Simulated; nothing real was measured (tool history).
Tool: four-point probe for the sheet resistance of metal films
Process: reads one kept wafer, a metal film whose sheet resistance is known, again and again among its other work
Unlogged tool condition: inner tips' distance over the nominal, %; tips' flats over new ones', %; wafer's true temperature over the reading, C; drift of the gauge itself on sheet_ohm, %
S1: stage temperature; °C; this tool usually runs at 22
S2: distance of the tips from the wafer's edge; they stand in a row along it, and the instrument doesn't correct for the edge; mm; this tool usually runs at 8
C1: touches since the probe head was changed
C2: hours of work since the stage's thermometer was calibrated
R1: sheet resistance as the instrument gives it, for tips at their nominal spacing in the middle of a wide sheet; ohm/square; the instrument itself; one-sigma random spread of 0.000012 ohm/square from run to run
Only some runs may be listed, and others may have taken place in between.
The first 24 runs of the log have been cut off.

run	hour	S1	S2	C1	C2	R1
25	639.6	26	14	18056	1488	0.059515
26	663.3	23	8	18437	1498	0.06001
27	690.3	31	18	18870	1509	0.059541
28	710.7	27	7	19197	1518	0.06032
29	734.1	19	61	19573	1528	0.059121
30	760	22	6	19988	1538	0.060588
31	787.9	26	52	20436	1550	0.05928
32	805	20	4	20710	1557	0.062163
33	827.8	24	10	21077	1567	0.059724
34	844.5	21	9	21345	1574	0.059783

Predict the results of run 35:
35	866	21	9	21689	1583	?

{"run 35": {"R1": 0.059792}}
Had the tool carried no hidden state, the very same run would have given R1 0.059792 ohm/square.
